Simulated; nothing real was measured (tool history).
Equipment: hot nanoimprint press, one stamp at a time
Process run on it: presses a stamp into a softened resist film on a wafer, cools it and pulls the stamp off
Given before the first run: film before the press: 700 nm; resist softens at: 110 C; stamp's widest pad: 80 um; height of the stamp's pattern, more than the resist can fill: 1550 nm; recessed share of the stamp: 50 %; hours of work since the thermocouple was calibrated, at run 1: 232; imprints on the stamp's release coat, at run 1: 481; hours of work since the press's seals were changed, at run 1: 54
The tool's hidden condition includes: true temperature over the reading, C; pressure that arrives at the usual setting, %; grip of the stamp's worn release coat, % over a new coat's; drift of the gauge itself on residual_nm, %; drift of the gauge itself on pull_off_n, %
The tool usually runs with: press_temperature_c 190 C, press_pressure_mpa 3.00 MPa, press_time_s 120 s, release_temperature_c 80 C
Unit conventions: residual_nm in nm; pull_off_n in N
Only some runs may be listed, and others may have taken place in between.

run	hour	press_temperature_c	press_pressure_mpa	press_time_s	release_temperature_c	hours of work since the thermocouple was calibrated	imprints on the stamp's release coat	hours of work since the press's seals were changed	residual_nm	pull_off_n
1	0.0	190	3.00	120	80	232	481	54	321.6	197
2	76.4	190	3.00	120	80	280	683	102	325.1	190
3	148.3	190	3.00	120	80	325	874	147	320.8	194
# hour 205.7: stamp cleaned and given a new release coat
4	233.0	190	3.00	120	80	374	72	196	325.7	182
5	279.1	190	3.00	120	80	403	194	225	322.2	188
6	343.5	190	3.00	120	82	443	364	265	326.9	182
# hour 419.4: plate thermocouple calibrated
7	430.5	190	3.00	120	82	7	587	318	325.7	185
8	469.0	190	3.00	120	82	31	688	342	323.9	183
9	555.5	190	3.00	170	80	85	918	396	283.9	192
# hour 596.7: stamp cleaned and given a new release coat
10	618.9	190	3.00	170	80	121	58	432	288.9	189
11	702.4	190	4.21	170	80	173	279	484	236.4	195
12	741.4	190	4.21	170	80	197	383	508	235.1	186
13	799.7	190	2.09	170	80	234	537	545	347.9	186
14	839.0	190	3.02	230	80	258	641	569	262.5	187
15	891.0	190	2.52	147	80	291	778	602	334.0	193
# hour 987.5: stamp cleaned and given a new release coat
16	987.5	190	2.06	165	86	348	0	658	352.9	170
17	1042.3	190	2.06	165	86	382	145	693	353.5	170
18	1109.4	190	2.06	165	86	424	323	735	358.1	166
19	1178.3	190	2.06	165	86	467	505	778	357.6	175
# hour 1220.2: plate thermocouple calibrated
20	1224.7	190	2.11	90	86	3	620	805	414.7	169
21	1308.7	190	3.00	120	82	55	842	857	327.6	179
# hour 1379.7: stamp cleaned and given a new release coat
22	1379.7	182	4.34	132	66	96	0	898	326.5	225
23	1462.5	182	3.00	194	80	148	219	950	349.9	193
24	1524.6	197	3.15	75	85	187	384	988	303.1	176
25	1598.0	196	3.00	120	77	232	578	1034	275.6	197
26	1651.0	190	3.38	120	65	266	718	1067	305.4	234

Here are 3 independent what-if runs from the current tool condition. What would each one return?
A	1692.9	179	4.41	120	65	292	829	1094	?	?
B	1692.9	190	4.15	87	80	292	829	1094	?	?
C	1692.9	195	3.38	120	65	292	829	1094	?	?

run	residual_nm	pull_off_n
A	366.6	243
B	307.1	191
C	263.7	231
The same runs, with their run-to-run variation unchanged, on a tool lacking any hidden condition would have given:
run	residual_nm	pull_off_n
A	365.8	241
B	306.5	189
C	263.2	229

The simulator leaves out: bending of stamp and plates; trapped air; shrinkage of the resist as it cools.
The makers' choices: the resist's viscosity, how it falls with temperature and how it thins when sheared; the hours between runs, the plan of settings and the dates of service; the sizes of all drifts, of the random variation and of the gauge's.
